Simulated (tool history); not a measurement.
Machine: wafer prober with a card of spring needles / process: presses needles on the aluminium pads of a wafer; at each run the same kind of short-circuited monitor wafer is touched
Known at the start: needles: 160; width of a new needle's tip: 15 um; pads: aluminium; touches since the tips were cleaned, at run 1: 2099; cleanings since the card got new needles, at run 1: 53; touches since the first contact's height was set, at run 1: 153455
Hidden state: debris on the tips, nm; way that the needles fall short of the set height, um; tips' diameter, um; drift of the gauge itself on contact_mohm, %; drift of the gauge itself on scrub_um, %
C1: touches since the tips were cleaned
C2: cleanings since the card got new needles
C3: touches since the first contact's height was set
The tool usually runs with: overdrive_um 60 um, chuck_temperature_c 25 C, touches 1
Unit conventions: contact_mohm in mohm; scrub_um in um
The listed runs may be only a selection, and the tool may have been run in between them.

Run 1, hour 0.0: usual settings; C1 2099; C2 53; C3 153455. Result: contact_mohm 228 mohm, scrub_um 6.92 um.
At hour 10.6: tips cleaned on abrasive film.
At hour 28.7: tips cleaned on abrasive film.
Run 2, hour 43.4: usual settings; C1 4869; C2 55; C3 167730. Result: contact_mohm 250 mohm, scrub_um 6.92 um.
At hour 47.0: tips cleaned on abrasive film.
At hour 51.1: height of the first contact set anew.
At hour 66.4: tips cleaned on abrasive film.
At hour 84.5: tips cleaned on abrasive film.
Run 3, hour 96.4: usual settings; C1 3958; C2 58; C3 14931. Result: contact_mohm 236 mohm, scrub_um 7.22 um.
At hour 100.4: tips cleaned on abrasive film.
At hour 119.3: tips cleaned on abrasive film.
Run 4, hour 126.4: usual settings; C1 2351; C2 60; C3 24770. Result: contact_mohm 230 mohm, scrub_um 7.21 um.
At hour 138.0: tips cleaned on abrasive film.
At hour 155.5: tips cleaned on abrasive film.
Run 5, hour 164.2: usual settings; C1 2891; C2 62; C3 37198. Result: contact_mohm 234 mohm, scrub_um 7.18 um.
At hour 171.8: tips cleaned on abrasive film.
At hour 191.0: tips cleaned on abrasive film.
At hour 209.3: tips cleaned on abrasive film.
At hour 224.7: tips cleaned on abrasive film.
Run 6, hour 224.7: usual settings but chuck_temperature_c 55 C; C1 0; C2 66; C3 57068. Result: contact_mohm 196 mohm, scrub_um 7.13 um.
At hour 243.9: tips cleaned on abrasive film.
At hour 261.2: tips cleaned on abrasive film.
At hour 280.1: tips cleaned on abrasive film.
Run 7, hour 284.7: usual settings but chuck_temperature_c 55 C; C1 1542; C2 69; C3 76795. Result: contact_mohm 223 mohm, scrub_um 7.08 um.
At hour 295.6: tips cleaned on abrasive film.
At hour 310.9: tips cleaned on abrasive film.
Run 8, hour 322.5: usual settings but chuck_temperature_c 55 C; C1 3835; C2 71; C3 89223. Result: contact_mohm 248 mohm, scrub_um 7.06 um.
At hour 326.3: tips cleaned on abrasive film.
At hour 344.3: tips cleaned on abrasive film.
Run 9, hour 356.3: usual settings but chuck_temperature_c 108 C; C1 3960; C2 73; C3 100323. Result: contact_mohm 256 mohm, scrub_um 7.04 um.
At hour 360.2: tips cleaned on abrasive film.
At hour 379.2: tips cleaned on abrasive film.
At hour 397.2: tips cleaned on abrasive film.
At hour 416.3: tips cleaned on abrasive film.
Run 10, hour 416.3: usual settings but chuck_temperature_c 31 C; C1 0; C2 77; C3 120014. Result: contact_mohm 193 mohm, scrub_um 6.95 um.
At hour 435.5: tips cleaned on abrasive film.
At hour 454.4: tips cleaned on abrasive film.
At hour 472.7: tips cleaned on abrasive film.
Run 11, hour 482.7: usual settings; C1 3335; C2 80; C3 141877. Result: contact_mohm 242 mohm, scrub_um 6.99 um.
At hour 490.5: tips cleaned on abrasive film.
At hour 508.0: tips cleaned on abrasive film.
Run 12, hour 522.4: usual settings; C1 4761; C2 82; C3 154919. Result: contact_mohm 251 mohm, scrub_um 6.96 um.
At hour 525.4: tips cleaned on abrasive film.
At hour 544.3: tips cleaned on abrasive film.
Run 13, hour 551.8: usual settings but overdrive_um 62 um, chuck_temperature_c 92 C, touches 2; C1 2492; C2 84; C3 164568. Result: contact_mohm 225 mohm, scrub_um 7.19 um.
At hour 561.5: tips cleaned on abrasive film.
At hour 569.5: height of the first contact set anew.
At hour 580.5: tips cleaned on abrasive film.
At hour 597.6: tips cleaned on abrasive film.
Run 14, hour 602.1: usual settings but overdrive_um 62 um, chuck_temperature_c 92 C, touches 2; C1 1471; C2 87; C3 10711. Result: contact_mohm 220 mohm, scrub_um 7.40 um.
At hour 613.6: tips cleaned on abrasive film.
At hour 631.5: tips cleaned on abrasive film.
Run 15, hour 631.5: usual settings but overdrive_um 49 um, chuck_temperature_c 36 C, touches 3; C1 0; C2 89; C3 20379. Result: contact_mohm 194 mohm, scrub_um 5.86 um.
At hour 650.7: tips cleaned on abrasive film.
At hour 669.7: tips cleaned on abrasive film.
At hour 688.2: tips cleaned on abrasive film.
Run 16, hour 691.2: usual settings but overdrive_um 49 um, chuck_temperature_c 34 C, touches 2; C1 1006; C2 92; C3 40021. Result: contact_mohm 218 mohm, scrub_um 5.86 um.
At hour 706.6: tips cleaned on abrasive film.
Run 17, hour 720.8: usual settings but overdrive_um 49 um, chuck_temperature_c 93 C; C1 4700; C2 93; C3 49766. Result: contact_mohm 280 mohm, scrub_um 5.80 um.
At hour 724.7: tips cleaned on abrasive film.
At hour 742.8: tips cleaned on abrasive film.
At hour 761.9: tips cleaned on abrasive film.
At hour 778.9: tips cleaned on abrasive film.
Run 18, hour 785.4: usual settings but chuck_temperature_c 72 C; C1 2161; C2 97; C3 70970. Result: contact_mohm 241 mohm, scrub_um 7.06 um.
At hour 796.9: tips cleaned on abrasive film.
At hour 816.1: tips cleaned on abrasive film.
At hour 834.5: tips cleaned on abrasive film.
Run 19, hour 840.5: usual settings but chuck_temperature_c 72 C; C1 1984; C2 100; C3 89083. Result: contact_mohm 242 mohm, scrub_um 7.07 um.
At hour 851.0: tips cleaned on abrasive film.
At hour 868.7: tips cleaned on abrasive film.
At hour 887.3: tips cleaned on abrasive film.
Run 20, hour 899.6: usual settings but chuck_temperature_c 72 C; C1 4081; C2 103; C3 108523. Result: contact_mohm 259 mohm, scrub_um 7.05 um.
At hour 903.5: tips cleaned on abrasive film.
At hour 922.7: tips cleaned on abrasive film.
At hour 941.8: tips cleaned on abrasive film.
At hour 960.6: tips cleaned on abrasive film.
Run 21, hour 967.0: usual settings; C1 2118; C2 107; C3 130672. Result: contact_mohm 234 mohm, scrub_um 7.00 um.

What if the next run were any one of these 5? Each begins from the tool's condition after run 21:
At hour 976.8: tips cleaned on abrasive film.
At hour 994.9: tips cleaned on abrasive film.
Run A, hour 1000.7: usual settings but overdrive_um 63 um, chuck_temperature_c 41 C; C1 1892; C2 109; C3 141722. Result: contact_mohm ?, scrub_um ?.
At hour 976.8: tips cleaned on abrasive film.
At hour 994.9: tips cleaned on abrasive film.
Run B, hour 1000.7: usual settings but chuck_temperature_c 31 C; C1 1892; C2 109; C3 141722. Result: contact_mohm ?, scrub_um ?.
At hour 976.8: tips cleaned on abrasive film.
At hour 994.9: tips cleaned on abrasive film.
Run C, hour 1000.7: usual settings but overdrive_um 68 um, chuck_temperature_c 67 C; C1 1892; C2 109; C3 141722. Result: contact_mohm ?, scrub_um ?.
At hour 976.8: tips cleaned on abrasive film.
At hour 994.9: tips cleaned on abrasive film.
Run D, hour 1000.7: usual settings but overdrive_um 68 um, chuck_temperature_c 49 C, touches 2; C1 1892; C2 109; C3 141722. Result: contact_mohm ?, scrub_um ?.
At hour 976.8: tips cleaned on abrasive film.
At hour 994.9: tips cleaned on abrasive film.
Run E, hour 1000.7: usual settings but overdrive_um 70 um, chuck_temperature_c 34 C, touches 2; C1 1892; C2 109; C3 141722. Result: contact_mohm ?, scrub_um ?.

run  contact_mohm  scrub_um
  A           227      7.38
  B           233      7.01
  C           228      7.92
  D           212      7.95
  E           207      8.24
With the hidden condition removed and each run's random variation left untouched, the same runs would have given:
run  contact_mohm  scrub_um
  A           182      7.61
  B           183      7.23
  C           190      8.15
  D           187      8.18
  E           183      8.47
